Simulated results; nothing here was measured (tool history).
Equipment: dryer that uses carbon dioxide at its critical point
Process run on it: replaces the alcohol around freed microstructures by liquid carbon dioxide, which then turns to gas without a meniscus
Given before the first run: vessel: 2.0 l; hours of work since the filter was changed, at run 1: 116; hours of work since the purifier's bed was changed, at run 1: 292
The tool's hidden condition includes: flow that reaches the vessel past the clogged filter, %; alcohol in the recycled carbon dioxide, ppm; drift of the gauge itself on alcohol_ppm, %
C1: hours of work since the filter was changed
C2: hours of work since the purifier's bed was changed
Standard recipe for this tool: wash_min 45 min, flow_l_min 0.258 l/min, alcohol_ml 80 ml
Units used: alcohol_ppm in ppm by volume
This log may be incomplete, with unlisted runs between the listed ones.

{"run": 1, "hour": 0.0, "wash_min": 45, "flow_l_min": 0.258, "alcohol_ml": 80, "C1": 116, "C2": 292, "alcohol_ppm": 380}
{"run": 2, "hour": 9.5, "wash_min": 45, "flow_l_min": 0.258, "alcohol_ml": 80, "C1": 122, "C2": 298, "alcohol_ppm": 379}
{"run": 3, "hour": 19.8, "wash_min": 60, "flow_l_min": 0.258, "alcohol_ml": 80, "C1": 130, "C2": 306, "alcohol_ppm": 145}
{"run": 4, "hour": 24.7, "wash_min": 60, "flow_l_min": 0.258, "alcohol_ml": 80, "C1": 133, "C2": 309, "alcohol_ppm": 145}
{"run": 5, "hour": 33.8, "wash_min": 45, "flow_l_min": 0.383, "alcohol_ml": 80, "C1": 139, "C2": 315, "alcohol_ppm": 122}
{"run": 6, "hour": 40.2, "wash_min": 45, "flow_l_min": 0.392, "alcohol_ml": 80, "C1": 144, "C2": 320, "alcohol_ppm": 126}
{"run": 7, "hour": 49.4, "wash_min": 45, "flow_l_min": 0.392, "alcohol_ml": 80, "C1": 150, "C2": 326, "alcohol_ppm": 117}
{"run": 8, "hour": 57.3, "wash_min": 45, "flow_l_min": 0.186, "alcohol_ml": 80, "C1": 156, "C2": 332, "alcohol_ppm": 1279}
{"run": 9, "hour": 68.1, "wash_min": 45, "flow_l_min": 0.186, "alcohol_ml": 80, "C1": 163, "C2": 339, "alcohol_ppm": 1260}
{"run": 10, "hour": 74.9, "wash_min": 45, "flow_l_min": 0.186, "alcohol_ml": 80, "C1": 168, "C2": 344, "alcohol_ppm": 1292}
{"run": 11, "hour": 84.3, "wash_min": 69, "flow_l_min": 0.258, "alcohol_ml": 80, "C1": 175, "C2": 351, "alcohol_ppm": 126}
{"run": 12, "hour": 89.9, "wash_min": 69, "flow_l_min": 0.258, "alcohol_ml": 80, "C1": 179, "C2": 355, "alcohol_ppm": 130}
{"run": 13, "hour": 98.9, "wash_min": 45, "flow_l_min": 0.258, "alcohol_ml": 80, "C1": 185, "C2": 361, "alcohol_ppm": 425}
{"run": 14, "hour": 106.7, "wash_min": 45, "flow_l_min": 0.258, "alcohol_ml": 80, "C1": 191, "C2": 367, "alcohol_ppm": 427}
{"run": 15, "hour": 116.3, "wash_min": 45, "flow_l_min": 0.258, "alcohol_ml": 80, "C1": 197, "C2": 373, "alcohol_ppm": 432}
{"run": 16, "hour": 126.7, "wash_min": 45, "flow_l_min": 0.258, "alcohol_ml": 80, "C1": 205, "C2": 381, "alcohol_ppm": 445}
{"run": 17, "hour": 136.0, "wash_min": 45, "flow_l_min": 0.258, "alcohol_ml": 80, "C1": 211, "C2": 387, "alcohol_ppm": 444}
{"hour": 140.1, "done": "inlet filter changed"}
{"run": 18, "hour": 145.9, "wash_min": 45, "flow_l_min": 0.258, "alcohol_ml": 80, "C1": 4, "C2": 393, "alcohol_ppm": 369}
{"run": 19, "hour": 155.1, "wash_min": 45, "flow_l_min": 0.258, "alcohol_ml": 80, "C1": 11, "C2": 400, "alcohol_ppm": 364}
{"run": 20, "hour": 164.0, "wash_min": 45, "flow_l_min": 0.258, "alcohol_ml": 80, "C1": 17, "C2": 406, "alcohol_ppm": 369}
{"run": 21, "hour": 171.2, "wash_min": 45, "flow_l_min": 0.24, "alcohol_ml": 80, "C1": 22, "C2": 411, "alcohol_ppm": 476}
{"run": 22, "hour": 176.2, "wash_min": 45, "flow_l_min": 0.258, "alcohol_ml": 80, "C1": 25, "C2": 415, "alcohol_ppm": 381}
{"run": 23, "hour": 186.4, "wash_min": 70, "flow_l_min": 0.258, "alcohol_ml": 80, "C1": 32, "C2": 422, "alcohol_ppm": 135}
{"run": 24, "hour": 193.6, "wash_min": 45, "flow_l_min": 0.258, "alcohol_ml": 80, "C1": 37, "C2": 427, "alcohol_ppm": 405}
{"run": 25, "hour": 202.5, "wash_min": 45, "flow_l_min": 0.258, "alcohol_ml": 80, "C1": 44, "C2": 433, "alcohol_ppm": 397}
{"run": 26, "hour": 212.3, "wash_min": 70, "flow_l_min": 0.362, "alcohol_ml": 95, "C1": 51, "C2": 440, "alcohol_ppm": 124}
{"run": 27, "hour": 217.8, "wash_min": 70, "flow_l_min": 0.348, "alcohol_ml": 95, "C1": 54, "C2": 444, "alcohol_ppm": 121}
{"run": 28, "hour": 224.6, "wash_min": 50, "flow_l_min": 0.325, "alcohol_ml": 60, "C1": 59, "C2": 448, "alcohol_ppm": 156}
{"run": 29, "hour": 233.9, "wash_min": 36, "flow_l_min": 0.248, "alcohol_ml": 59, "C1": 66, "C2": 455, "alcohol_ppm": 768}
{"run": 30, "hour": 240.9, "wash_min": 36, "flow_l_min": 0.248, "alcohol_ml": 22, "C1": 71, "C2": 460, "alcohol_ppm": 373}
{"run": 31, "hour": 251.3, "wash_min": 58, "flow_l_min": 0.258, "alcohol_ml": 80, "C1": 78, "C2": 467, "alcohol_ppm": 192}
{"run": 32, "hour": 259.1, "wash_min": 58, "flow_l_min": 0.258, "alcohol_ml": 80, "C1": 83, "C2": 473, "alcohol_ppm": 196}
{"run": 33, "hour": 264.6, "wash_min": 58, "flow_l_min": 0.156, "alcohol_ml": 59, "C1": 87, "C2": 476, "alcohol_ppm": 724}
{"run": 34, "hour": 273.2, "wash_min": 58, "flow_l_min": 0.156, "alcohol_ml": 59, "C1": 93, "C2": 482, "alcohol_ppm": 745}
{"run": 35, "hour": 282.2, "wash_min": 58, "flow_l_min": 0.156, "alcohol_ml": 59, "C1": 100, "C2": 489, "alcohol_ppm": 717}
{"run": 36, "hour": 289.4, "wash_min": 58, "flow_l_min": 0.156, "alcohol_ml": 59, "C1": 105, "C2": 494, "alcohol_ppm": 750}
{"run": 37, "hour": 297.2, "wash_min": 57, "flow_l_min": 0.17, "alcohol_ml": 58, "C1": 110, "C2": 499, "alcohol_ppm": 598}
{"run": 38, "hour": 305.9, "wash_min": 66, "flow_l_min": 0.266, "alcohol_ml": 75, "C1": 116, "C2": 505, "alcohol_ppm": 154}
{"run": 39, "hour": 312.1, "wash_min": 66, "flow_l_min": 0.266, "alcohol_ml": 75, "C1": 120, "C2": 510, "alcohol_ppm": 151}
{"run": 40, "hour": 317.4, "wash_min": 66, "flow_l_min": 0.266, "alcohol_ml": 75, "C1": 124, "C2": 513, "alcohol_ppm": 161}
{"run": 41, "hour": 325.5, "wash_min": 45, "flow_l_min": 0.23, "alcohol_ml": 20, "C1": 130, "C2": 519, "alcohol_ppm": 272}
{"run": 42, "hour": 330.8, "wash_min": 28, "flow_l_min": 0.241, "alcohol_ml": 44, "C1": 134, "C2": 523, "alcohol_ppm": 1437}
{"run": 43, "hour": 341.0, "wash_min": 28, "flow_l_min": 0.241, "alcohol_ml": 44, "C1": 141, "C2": 530, "alcohol_ppm": 1438}
{"run": 44, "hour": 350.2, "wash_min": 28, "flow_l_min": 0.241, "alcohol_ml": 44, "C1": 147, "C2": 536, "alcohol_ppm": 1511}
{"run": 45, "hour": 360.9, "wash_min": 54, "flow_l_min": 0.258, "alcohol_ml": 56, "C1": 155, "C2": 544, "alcohol_ppm": 227}
{"run": 46, "hour": 371.4, "wash_min": 54, "flow_l_min": 0.156, "alcohol_ml": 90, "C1": 162, "C2": 551, "alcohol_ppm": 1400}
{"run": 47, "hour": 379.2, "wash_min": 54, "flow_l_min": 0.156, "alcohol_ml": 90, "C1": 168, "C2": 557, "alcohol_ppm": 1442}

Below are 4 alternative next runs, each starting from the tool's condition after run 47. Predict each:
{"run": "A", "hour": 384.2, "wash_min": 45, "flow_l_min": 0.167, "alcohol_ml": 80, "C1": 171, "C2": 560, "alcohol_ppm": "?"}
{"run": "B", "hour": 384.2, "wash_min": 37, "flow_l_min": 0.38, "alcohol_ml": 25, "C1": 171, "C2": 560, "alcohol_ppm": "?"}
{"run": "C", "hour": 384.2, "wash_min": 41, "flow_l_min": 0.258, "alcohol_ml": 80, "C1": 171, "C2": 560, "alcohol_ppm": "?"}
{"run": "D", "hour": 384.2, "wash_min": 44, "flow_l_min": 0.271, "alcohol_ml": 21, "C1": 171, "C2": 560, "alcohol_ppm": "?"}

run=A alcohol_ppm=1819
run=B alcohol_ppm=198
run=C alcohol_ppm=673
run=D alcohol_ppm=230
The same runs, with their run-to-run variation unchanged, on a tool lacking any hidden condition would have given:
run=A alcohol_ppm=1401
run=B alcohol_ppm=37
run=C alcohol_ppm=411
run=D alcohol_ppm=63
